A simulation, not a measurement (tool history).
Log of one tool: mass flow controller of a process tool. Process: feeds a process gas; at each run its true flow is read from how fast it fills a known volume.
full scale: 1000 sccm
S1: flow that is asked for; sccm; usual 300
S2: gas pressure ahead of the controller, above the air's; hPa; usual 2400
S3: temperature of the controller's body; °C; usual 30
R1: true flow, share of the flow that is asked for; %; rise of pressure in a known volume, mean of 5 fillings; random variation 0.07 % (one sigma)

Run 1, hour 0: usual settings. Result: R1 97.53 %.
Run 2, hour 275.5: usual settings. Result: R1 97.37 %.
Run 3, hour 413.5: usual settings. Result: R1 97.29 %.
Run 4, hour 650: usual settings but S1 128 sccm. Result: R1 93.8 %.
Run 5, hour 968.7: usual settings. Result: R1 96.93 %.
Run 6, hour 1290.2: usual settings but S1 522 sccm. Result: R1 98.47 %.
Run 7, hour 1446.4: usual settings. Result: R1 96.49 %.
Run 8, hour 1653.2: usual settings. Result: R1 96.36 %.
At hour 1681.3: controller's zero set anew.
Run 9, hour 1833.2: usual settings but S2 2430 hPa, S3 26 °C. Result: R1 95.37 %.
Run 10, hour 2076.6: usual settings but S2 2430 hPa, S3 26 °C. Result: R1 95.28 %.
Run 11, hour 2311.8: usual settings but S1 192 sccm, S3 31 °C. Result: R1 93.25 %.
Run 12, hour 2524: usual settings but S1 259 sccm, S3 35 °C. Result: R1 95.21 %.
At hour 2802.6: controller's zero set anew, once more.
Run 13, hour 2810.9: usual settings but S1 226 sccm, S2 1550 hPa, S3 23 °C. Result: R1 97.6 %.
Run 14, hour 3106.4: usual settings but S1 226 sccm, S2 1550 hPa, S3 23 °C. Result: R1 97.47 %.
Run 15, hour 3249.6: usual settings but S1 226 sccm, S2 1550 hPa, S3 23 °C. Result: R1 97.37 %.

5 ways to go on from here, each from the tool as it stands after run 15. What would each give?
Run A, hour 3453.3: usual settings but S1 226 sccm, S2 1610 hPa, S3 23 °C. Result: R1 ?.
Run B, hour 3453.3: usual settings but S1 138 sccm, S2 1550 hPa, S3 38 °C. Result: R1 ?.
Run C, hour 3453.3: usual settings but S1 549 sccm, S2 2270 hPa. Result: R1 ?.
Run D, hour 3453.3: usual settings but S1 370 sccm, S2 2290 hPa, S3 34 °C. Result: R1 ?.
Run E, hour 3453.3: usual settings but S2 1860 hPa. Result: R1 ?.

run     R1
  A  97.12
  B  98.29
  C  99.91
  D  99.65
  E  98.62
Without the tool's hidden state the same runs would have given:
run     R1
  A  97.01
  B  98.66
  C  99.37
  D  99.26
  E  98.33
